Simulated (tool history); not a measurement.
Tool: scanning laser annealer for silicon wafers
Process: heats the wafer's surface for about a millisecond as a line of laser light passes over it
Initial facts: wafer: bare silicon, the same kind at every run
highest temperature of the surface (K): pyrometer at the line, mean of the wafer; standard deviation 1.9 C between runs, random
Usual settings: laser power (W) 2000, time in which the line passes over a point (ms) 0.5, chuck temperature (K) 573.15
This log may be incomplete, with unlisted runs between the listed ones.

run,hour,laser power (W),time in which the line passes over a point (ms),chuck temperature (K),highest temperature of the surface (K)
1,0,2000,0.5,573.15,1359.15
2,29.2,2000,0.5,573.15,1355.15
3,53.3,2000,0.5,573.15,1358.15
4,91.2,2000,0.5,573.15,1356.15
5,121.1,2000,0.5,573.15,1351.15
6,157.5,2000,0.5,573.15,1349.15
7,179.2,2000,0.592,573.15,1428.15
8,219.1,2000,0.592,573.15,1424.15
9,258.3,2000,0.473,573.15,1324.15
10,278,2000,0.473,573.15,1323.15
11,305.3,2000,0.473,573.15,1321.15
12,344.7,2000,0.5,573.15,1342.15
13,366.9,2000,0.5,573.15,1340.15
14,401.7,2000,0.5,573.15,1343.15
15,434.7,2000,0.5,573.15,1339.15
16,461.2,2000,0.5,573.15,1336.15
17,484.9,2000,0.419,573.15,1268.15
18,518.9,2000,0.419,573.15,1265.15
19,549.7,2000,0.419,573.15,1261.15
20,566.8,2000,0.419,573.15,1263.15
21,597.4,2000,0.419,551.15,1240.15
22,620.3,2187,0.474,578.15,1380.15
23,642.9,2075,0.474,549.15,1311.15
24,671.5,2127,0.498,539.15,1339.15
25,697.5,1981,0.522,566.15,1330.15
26,714.8,1981,0.522,566.15,1329.15
27,752.6,1825,0.5,573.15,1261.15
28,785.1,1988,0.611,556.15,1389.15
29,808.1,1988,0.611,556.15,1386.15
30,840.1,1804,0.514,575.15,1261.15
# hour 861.8: window over the wafer cleaned
31,875.1,1867,0.435,610.15,1293.15
32,911.6,2157,0.399,542.15,1285.15
33,940,2157,0.399,542.15,1285.15
34,976.8,2000,0.38,551.15,1224.15
35,995.4,2000,0.38,551.15,1221.15
36,1019.8,2000,0.38,551.15,1221.15
37,1051.7,2000,0.38,551.15,1220.15
38,1081.5,1807,0.392,590.15,1204.15
39,1116.6,1807,0.392,590.15,1201.15
40,1154.4,1807,0.368,590.15,1181.15

5 options for the next run, each taken on its own from the tool as it stands now. Forecast them:
A,1187.4,1747,0.538,596.15,?
B,1187.4,1821,0.5,611.15,?
C,1187.4,2000,0.592,573.15,?
D,1187.4,2013,0.5,573.15,?
E,1187.4,1807,0.528,575.15,?

run,highest temperature of the surface (K)
A,1297.15
B,1313.15
C,1417.15
D,1345.15
E,1292.15
Take away the tool's hidden state, keep each run's random variation, and the runs would have read:
run,highest temperature of the surface (K)
A,1314.15
B,1331.15
C,1439.15
D,1364.15
E,1310.15

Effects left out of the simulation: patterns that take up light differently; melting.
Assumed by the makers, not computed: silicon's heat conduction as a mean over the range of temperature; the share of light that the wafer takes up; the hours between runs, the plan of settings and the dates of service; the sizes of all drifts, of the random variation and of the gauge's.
